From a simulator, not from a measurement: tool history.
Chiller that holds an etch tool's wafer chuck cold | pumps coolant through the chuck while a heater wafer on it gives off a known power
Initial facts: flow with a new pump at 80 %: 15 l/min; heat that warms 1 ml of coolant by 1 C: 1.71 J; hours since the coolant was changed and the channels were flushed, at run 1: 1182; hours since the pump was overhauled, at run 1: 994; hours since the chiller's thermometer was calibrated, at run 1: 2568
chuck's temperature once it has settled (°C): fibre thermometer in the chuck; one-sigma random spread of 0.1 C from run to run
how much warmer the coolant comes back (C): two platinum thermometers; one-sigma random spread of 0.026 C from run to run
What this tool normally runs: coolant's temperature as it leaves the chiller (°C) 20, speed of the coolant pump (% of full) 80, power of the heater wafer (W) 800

| run | day | coolant's temperature as it leaves the chiller (°C) | speed of the coolant pump (% of full) | power of the heater wafer (W) | hours since the coolant was changed and the channels were flushed | hours since the pump was overhauled | hours since the chiller's thermometer was calibrated | chuck's temperature once it has settled (°C) | how much warmer the coolant comes back (C) |
|---|---|---|---|---|---|---|---|---|---|
| 1 | 0.000 | 20 | 80 | 800 | 1182 | 994 | 2568 | 25.0 | 1.83 |
| 2 | 3.796 | 20 | 80 | 800 | 1273 | 1085 | 2659 | 25.0 | 1.91 |
| 3 | 7.471 | 20 | 80 | 800 | 1361 | 1173 | 2747 | 25.0 | 1.89 |
| 4 | 12.571 | 20 | 80 | 800 | 1484 | 1296 | 2870 | 25.0 | 1.93 |
| 5 | 17.325 | 20 | 80 | 800 | 1598 | 1410 | 2984 | 24.9 | 1.89 |
|  | 17.888 | chiller's thermometer calibrated |
| 6 | 22.608 | 20 | 80 | 800 | 1723 | 1535 | 113 | 24.7 | 1.93 |
| 7 | 26.025 | 20 | 80 | 800 | 1806 | 1618 | 195 | 24.9 | 1.86 |
|  | 27.725 | chiller's thermometer calibrated, once more |
| 8 | 30.979 | 20 | 80 | 800 | 1923 | 1735 | 78 | 25.4 | 1.91 |
| 9 | 34.367 | 20 | 80 | 800 | 2005 | 1817 | 159 | 25.2 | 1.92 |
| 10 | 37.783 | 20 | 80 | 800 | 2087 | 1899 | 241 | 25.5 | 1.86 |
| 11 | 40.604 | 30 | 87 | 529 | 2154 | 1966 | 309 | 33.4 | 1.16 |
| 12 | 44.075 | 30 | 87 | 529 | 2238 | 2050 | 392 | 33.2 | 1.14 |
| 13 | 49.504 | 30 | 65 | 412 | 2368 | 2180 | 523 | 33.4 | 1.27 |
| 14 | 54.654 | 29 | 85 | 412 | 2492 | 2304 | 646 | 31.8 | 0.91 |
| 15 | 59.921 | 19 | 77 | 731 | 2618 | 2430 | 773 | 24.1 | 1.78 |

Here are 4 independent what-if runs from the current tool condition. What would each one return?
| A | 65.675 | 19 | 83 | 731 | 2756 | 2568 | 911 | ? | ? |
| B | 65.675 | 10 | 92 | 731 | 2756 | 2568 | 911 | ? | ? |
| C | 65.675 | 14 | 93 | 966 | 2756 | 2568 | 911 | ? | ? |
| D | 65.675 | 18 | 80 | 751 | 2756 | 2568 | 911 | ? | ? |

| run | chuck's temperature once it has settled (°C) | how much warmer the coolant comes back (C) |
|---|---|---|
| A | 23.8 | 1.67 |
| B | 14.5 | 1.47 |
| C | 19.7 | 1.97 |
| D | 23.1 | 1.80 |
Stripped of hidden state, with their random variation kept, the same runs would have yielded:
| run | chuck's temperature once it has settled (°C) | how much warmer the coolant comes back (C) |
|---|---|---|
| A | 23.6 | 1.65 |
| B | 14.3 | 1.45 |
| C | 19.4 | 1.94 |
| D | 22.9 | 1.78 |

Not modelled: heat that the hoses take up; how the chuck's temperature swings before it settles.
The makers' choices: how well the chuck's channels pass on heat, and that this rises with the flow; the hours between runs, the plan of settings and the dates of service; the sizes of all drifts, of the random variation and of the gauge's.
